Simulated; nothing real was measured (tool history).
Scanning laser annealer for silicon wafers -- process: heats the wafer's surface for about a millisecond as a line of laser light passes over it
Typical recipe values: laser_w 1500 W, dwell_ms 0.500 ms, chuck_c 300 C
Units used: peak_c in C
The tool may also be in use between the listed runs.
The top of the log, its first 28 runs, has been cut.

run 29 hour=2171.1 | laser_w=1500 dwell_ms=0.470 chuck_c=311 | peak_c=1047
-- hour=2213.8 window over the wafer cleaned
run 30 hour=2258.1 | laser_w=1500 dwell_ms=0.470 chuck_c=311 | peak_c=1092
run 31 hour=2341.0 | laser_w=1500 dwell_ms=0.470 chuck_c=311 | peak_c=1077
run 32 hour=2442.6 | laser_w=1500 dwell_ms=0.470 chuck_c=311 | peak_c=1074
run 33 hour=2521.3 | laser_w=1483 dwell_ms=0.491 chuck_c=281 | peak_c=1045
run 34 hour=2609.1 | laser_w=1483 dwell_ms=0.393 chuck_c=333 | peak_c=998
run 35 hour=2681.0 | laser_w=1483 dwell_ms=0.393 chuck_c=333 | peak_c=996
run 36 hour=2782.9 | laser_w=1559 dwell_ms=0.465 chuck_c=287 | peak_c=1054
-- hour=2819.9 window over the wafer cleaned
run 37 hour=2859.4 | laser_w=1559 dwell_ms=0.465 chuck_c=287 | peak_c=1090
run 38 hour=2959.9 | laser_w=1500 dwell_ms=0.500 chuck_c=270 | peak_c=1054
run 39 hour=3060.5 | laser_w=1500 dwell_ms=0.500 chuck_c=298 | peak_c=1080

Predict each of these 3 candidate next runs independently; none follows another, all start after run 39:
run A hour=3112.8 | laser_w=1392 dwell_ms=0.353 chuck_c=316 | peak_c=?
run B hour=3112.8 | laser_w=1500 dwell_ms=0.500 chuck_c=302 | peak_c=?
run C hour=3112.8 | laser_w=1458 dwell_ms=0.500 chuck_c=323 | peak_c=?

run=A peak_c=896
run=B peak_c=1080
run=C peak_c=1071
Take away the tool's hidden state, keep each run's random variation, and the runs would have read:
run=A peak_c=919
run=B peak_c=1110
run=C peak_c=1100

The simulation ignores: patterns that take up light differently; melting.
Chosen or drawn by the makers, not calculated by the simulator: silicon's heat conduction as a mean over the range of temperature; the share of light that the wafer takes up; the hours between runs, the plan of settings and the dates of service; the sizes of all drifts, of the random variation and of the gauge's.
